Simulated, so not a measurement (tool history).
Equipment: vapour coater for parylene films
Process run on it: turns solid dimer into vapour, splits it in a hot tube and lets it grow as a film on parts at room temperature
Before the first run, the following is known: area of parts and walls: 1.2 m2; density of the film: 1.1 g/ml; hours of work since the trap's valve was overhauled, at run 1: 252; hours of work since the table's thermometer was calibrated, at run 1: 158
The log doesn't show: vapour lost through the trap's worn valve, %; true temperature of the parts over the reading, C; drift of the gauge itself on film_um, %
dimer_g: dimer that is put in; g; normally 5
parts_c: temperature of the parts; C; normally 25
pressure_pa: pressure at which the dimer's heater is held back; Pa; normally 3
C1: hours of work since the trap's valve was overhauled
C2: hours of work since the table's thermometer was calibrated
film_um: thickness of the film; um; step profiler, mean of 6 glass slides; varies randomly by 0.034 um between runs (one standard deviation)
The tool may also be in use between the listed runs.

run 1 day=0 | dimer_g=5 parts_c=25 pressure_pa=3 | C1=252 C2=158 | film_um=3.17
run 2 day=1.708 | dimer_g=5 parts_c=25 pressure_pa=3 | C1=285 C2=191 | film_um=3.14
run 3 day=3.808 | dimer_g=5 parts_c=25 pressure_pa=3 | C1=325 C2=231 | film_um=3.09
-- day=6.938 trap's valve overhauled
run 4 day=7.175 | dimer_g=5 parts_c=25 pressure_pa=3 | C1=5 C2=292 | film_um=3.43
run 5 day=10.588 | dimer_g=5 parts_c=25 pressure_pa=3 | C1=70 C2=357 | film_um=3.37
run 6 day=13.096 | dimer_g=5 parts_c=25 pressure_pa=3 | C1=118 C2=405 | film_um=3.36
run 7 day=14.612 | dimer_g=7 parts_c=25 pressure_pa=3 | C1=147 C2=434 | film_um=4.68
run 8 day=16.604 | dimer_g=7 parts_c=25 pressure_pa=3 | C1=185 C2=472 | film_um=4.69
run 9 day=19.671 | dimer_g=7 parts_c=25 pressure_pa=3 | C1=243 C2=531 | film_um=4.59
run 10 day=22.896 | dimer_g=7 parts_c=25 pressure_pa=3 | C1=305 C2=592 | film_um=4.46
run 11 day=26.175 | dimer_g=7 parts_c=25 pressure_pa=3 | C1=368 C2=655 | film_um=4.42
-- day=27.029 trap's valve overhauled
run 12 day=29.075 | dimer_g=7 parts_c=25 pressure_pa=3 | C1=39 C2=707 | film_um=4.72
run 13 day=32.029 | dimer_g=7 parts_c=25 pressure_pa=3 | C1=96 C2=764 | film_um=4.77
run 14 day=33.675 | dimer_g=5 parts_c=25 pressure_pa=2.91 | C1=127 C2=795 | film_um=3.42
run 15 day=36.967 | dimer_g=5 parts_c=25 pressure_pa=2.91 | C1=190 C2=858 | film_um=3.35
run 16 day=38.425 | dimer_g=5 parts_c=25 pressure_pa=2.91 | C1=218 C2=886 | film_um=3.31
run 17 day=40.4 | dimer_g=5 parts_c=27 pressure_pa=8.65 | C1=255 C2=923 | film_um=2.4
run 18 day=41.942 | dimer_g=7 parts_c=22 pressure_pa=8.65 | C1=285 C2=953 | film_um=3.8
run 19 day=44.021 | dimer_g=6 parts_c=20 pressure_pa=3 | C1=325 C2=993 | film_um=4.12
run 20 day=45.583 | dimer_g=3 parts_c=25 pressure_pa=2.13 | C1=355 C2=1023 | film_um=2.04
-- day=47.075 trap's valve overhauled
run 21 day=47.488 | dimer_g=2 parts_c=25 pressure_pa=3 | C1=8 C2=1056 | film_um=1.39

A few steps of film_um between consecutive runs. Split each: what settings, incoming material and random variation would produce without the hidden state, and what is left over for the hidden state, along with gauge scatter present in only one of the two compared results (measured, and without hidden state):
Run 3 -> 4: trap's valve overhauled. film_um +0.34 um: hidden state +0.28, all else +0.06.
Run 11 -> 12: trap's valve overhauled. film_um +0.3 um: hidden state +0.39, all else -0.09.
Run 17 -> 18: dimer_g 5 -> 7, parts_c 27 -> 22. film_um +1.4 um: hidden state -0.09, all else +1.49.
Run 19 -> 20: dimer_g 6 -> 3, parts_c 20 -> 25, pressure_pa 3 -> 2.13. film_um -2.08 um: hidden state +0.16, all else -2.24.
